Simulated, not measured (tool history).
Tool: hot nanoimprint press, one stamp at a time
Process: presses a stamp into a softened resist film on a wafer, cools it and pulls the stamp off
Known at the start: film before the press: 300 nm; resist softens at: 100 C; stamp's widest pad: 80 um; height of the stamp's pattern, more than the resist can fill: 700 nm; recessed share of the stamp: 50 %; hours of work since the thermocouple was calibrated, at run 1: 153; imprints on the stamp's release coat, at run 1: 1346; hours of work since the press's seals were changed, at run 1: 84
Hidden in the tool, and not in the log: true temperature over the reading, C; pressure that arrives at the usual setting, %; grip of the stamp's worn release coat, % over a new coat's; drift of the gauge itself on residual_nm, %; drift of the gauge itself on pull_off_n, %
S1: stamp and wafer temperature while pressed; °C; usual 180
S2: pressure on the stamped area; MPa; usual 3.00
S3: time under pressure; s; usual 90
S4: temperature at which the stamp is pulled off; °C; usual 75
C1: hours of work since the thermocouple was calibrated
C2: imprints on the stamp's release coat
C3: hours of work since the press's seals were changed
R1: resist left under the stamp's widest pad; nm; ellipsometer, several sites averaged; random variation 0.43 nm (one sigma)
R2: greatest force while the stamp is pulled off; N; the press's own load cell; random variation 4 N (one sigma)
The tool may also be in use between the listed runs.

| run | hour | S1 | S2 | S3 | S4 | C1 | C2 | C3 | R1 | R2 |
|---|---|---|---|---|---|---|---|---|---|---|
| 1 | 0.0 | 180 | 3.00 | 90 | 75 | 153 | 1346 | 84 | 124.6 | 226 |
| 2 | 14.4 | 180 | 2.99 | 90 | 75 | 160 | 1393 | 91 | 124.8 | 237 |
| 3 | 28.4 | 180 | 3.00 | 90 | 75 | 167 | 1439 | 98 | 123.9 | 237 |
| 4 | 36.2 | 180 | 3.00 | 48 | 75 | 171 | 1465 | 102 | 157.3 | 242 |
| 5 | 48.9 | 180 | 3.00 | 48 | 75 | 177 | 1507 | 108 | 157.4 | 239 |
| 6 | 60.2 | 180 | 3.00 | 48 | 75 | 182 | 1544 | 113 | 157.1 | 233 |
| 7 | 75.0 | 180 | 3.00 | 48 | 75 | 189 | 1593 | 120 | 157.5 | 242 |
|  | 83.4 | stamp cleaned and given a new release coat |
| 8 | 94.7 | 180 | 3.00 | 48 | 75 | 196 | 37 | 127 | 157.5 | 193 |
| 9 | 104.5 | 180 | 3.00 | 90 | 75 | 200 | 69 | 131 | 124.3 | 190 |
| 10 | 110.9 | 180 | 3.00 | 55 | 75 | 203 | 90 | 134 | 149.6 | 193 |
| 11 | 123.5 | 180 | 3.00 | 55 | 75 | 209 | 132 | 140 | 149.5 | 187 |
| 12 | 138.4 | 180 | 3.00 | 55 | 75 | 216 | 181 | 147 | 149.9 | 198 |
| 13 | 148.7 | 180 | 3.00 | 55 | 75 | 221 | 215 | 152 | 149.4 | 199 |
| 14 | 158.1 | 180 | 3.00 | 85 | 75 | 226 | 246 | 157 | 125.7 | 199 |
| 15 | 164.8 | 185 | 1.93 | 90 | 76 | 229 | 268 | 160 | 124.2 | 187 |
| 16 | 178.9 | 185 | 1.93 | 90 | 76 | 236 | 314 | 167 | 124.7 | 194 |
| 17 | 189.7 | 180 | 3.06 | 90 | 74 | 241 | 350 | 172 | 122.0 | 214 |
| 18 | 204.3 | 182 | 2.10 | 90 | 74 | 248 | 398 | 179 | 133.6 | 207 |
| 19 | 211.0 | 180 | 3.00 | 58 | 62 | 251 | 420 | 182 | 146.1 | 249 |
|  | 214.7 | plate thermocouple calibrated |
| 20 | 222.2 | 180 | 3.00 | 174 | 62 | 4 | 447 | 186 | 97.2 | 261 |
| 21 | 233.4 | 180 | 3.00 | 48 | 79 | 9 | 484 | 191 | 161.4 | 189 |
| 22 | 240.6 | 169 | 3.30 | 107 | 78 | 12 | 508 | 194 | 172.3 | 194 |

The next listed run, before its measurement:
| 23 | 251.0 | 169 | 3.30 | 107 | 78 | 17 | 542 | 199 | ? | ? |

R1: 171.4 nm
R2: 199 N
Without the tool's hidden state the same run would have given R1 171.8 nm, R2 183 N.
